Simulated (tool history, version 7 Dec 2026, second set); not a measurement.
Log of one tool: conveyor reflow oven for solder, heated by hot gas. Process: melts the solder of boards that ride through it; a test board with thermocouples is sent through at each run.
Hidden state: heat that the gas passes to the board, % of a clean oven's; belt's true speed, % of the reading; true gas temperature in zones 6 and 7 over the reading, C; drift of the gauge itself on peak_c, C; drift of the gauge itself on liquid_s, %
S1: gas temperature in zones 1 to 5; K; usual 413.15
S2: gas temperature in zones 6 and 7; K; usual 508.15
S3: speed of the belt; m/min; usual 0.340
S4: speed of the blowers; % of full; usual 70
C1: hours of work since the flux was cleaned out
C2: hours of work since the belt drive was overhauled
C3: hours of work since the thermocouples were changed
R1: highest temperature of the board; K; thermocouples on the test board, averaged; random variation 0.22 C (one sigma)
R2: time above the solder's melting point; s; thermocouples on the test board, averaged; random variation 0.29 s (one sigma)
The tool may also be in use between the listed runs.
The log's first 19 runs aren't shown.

run,hour,S1,S2,S3,S4,C1,C2,C3,R1,R2
20,1140.7,425.15,517.15,0.335,83,63,650,1045,510.85,105.9
21,1222.1,425.15,517.15,0.335,83,126,713,1107,510.15,106.5
# hour 1257.7: belt drive overhauled, speed set with a stopwatch
22,1289.5,421.15,510.15,0.338,55,175,25,1156,497.15,92.1
# hour 1365.7: flux residue cleaned out of gas plates and filters
23,1365.7,421.15,510.15,0.359,54,0,80,1212,496.25,85.9
24,1444.7,418.15,508.15,0.340,52,61,141,1273,495.15,87.6
25,1480.3,426.15,514.15,0.275,54,89,168,1300,507.85,127.7
# hour 1533.6: thermocouples of zones 6 and 7 changed
26,1553.0,426.15,514.15,0.275,54,143,223,15,504.75,125.0
27,1625.5,413.15,508.15,0.275,69,199,279,71,500.25,114.5
# hour 1672.1: flux residue cleaned out of gas plates and filters
28,1674.7,413.15,508.15,0.275,69,2,313,105,500.95,115.2
29,1726.6,413.15,508.15,0.340,61,42,353,145,494.35,85.7

Forecast run 30:
30,1797.4,413.15,508.15,0.340,61,97,408,200,?,?

{"run 30": {"R1": 494.05, "R2": 86.0}}
Without the tool's hidden state the same run would have given R1 493.65 K, R2 84.6 s.

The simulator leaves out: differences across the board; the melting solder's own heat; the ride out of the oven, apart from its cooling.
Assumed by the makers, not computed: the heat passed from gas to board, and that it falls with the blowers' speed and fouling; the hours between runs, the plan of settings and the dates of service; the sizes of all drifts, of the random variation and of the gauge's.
